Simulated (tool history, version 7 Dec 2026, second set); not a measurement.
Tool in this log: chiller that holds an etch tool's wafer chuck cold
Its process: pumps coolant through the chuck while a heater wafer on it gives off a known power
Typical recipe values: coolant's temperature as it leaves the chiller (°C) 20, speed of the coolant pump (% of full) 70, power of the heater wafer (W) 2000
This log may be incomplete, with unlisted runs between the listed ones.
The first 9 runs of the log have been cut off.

run,hour,coolant's temperature as it leaves the chiller (°C),speed of the coolant pump (% of full),power of the heater wafer (W),hours since the coolant was changed and the channels were flushed,hours since the pump was overhauled,hours since the chiller's thermometer was calibrated,chuck's temperature once it has settled (°C),how much warmer the coolant comes back (C)
10,634.2,20,70,2000,2051,1108,520,44,8.55
11,736.1,14,70,2000,2153,1210,622,37.9,8.55
12,830.1,14,70,2000,2247,1304,716,37.9,8.59
13,905.6,20,70,2000,2323,1380,792,44,8.57
14,993.1,20,70,2000,2410,1467,879,44.1,8.54
15,1068.1,20,70,2000,2485,1542,954,44.2,8.58
16,1167.7,12,83,1177,2585,1642,1054,24.7,4.23
# hour 1179.9: coolant pump overhauled
17,1254.8,12,83,1177,2667,75,1136,24.8,4.34
18,1310.9,30,92,1502,2723,131,1192,45.7,4.98
19,1376.5,24,94,2000,2788,197,1258,44.5,6.5
20,1468.9,20,77,2000,2881,289,1350,43,7.97
21,1542.8,14,77,1865,2955,363,1424,35.8,7.41
22,1599.5,20,70,1231,3012,420,1481,34.9,5.41
23,1686.4,20,70,1231,3098,506,1568,35,5.36
24,1753,16,77,2612,3165,573,1634,46.4,10.36

Forecast run 25:
# hour 1771.2: coolant pump overhauled, once more
25,1835.1,16,82,1044,3242,64,1711,?,?

{"run 25": {"chuck's temperature once it has settled (°C)": 27.3, "how much warmer the coolant comes back (C)": 3.76}}
Without the tool's hidden state the same run would have given chuck's temperature once it has settled (°C) 26.8, how much warmer the coolant comes back (C) 3.76.

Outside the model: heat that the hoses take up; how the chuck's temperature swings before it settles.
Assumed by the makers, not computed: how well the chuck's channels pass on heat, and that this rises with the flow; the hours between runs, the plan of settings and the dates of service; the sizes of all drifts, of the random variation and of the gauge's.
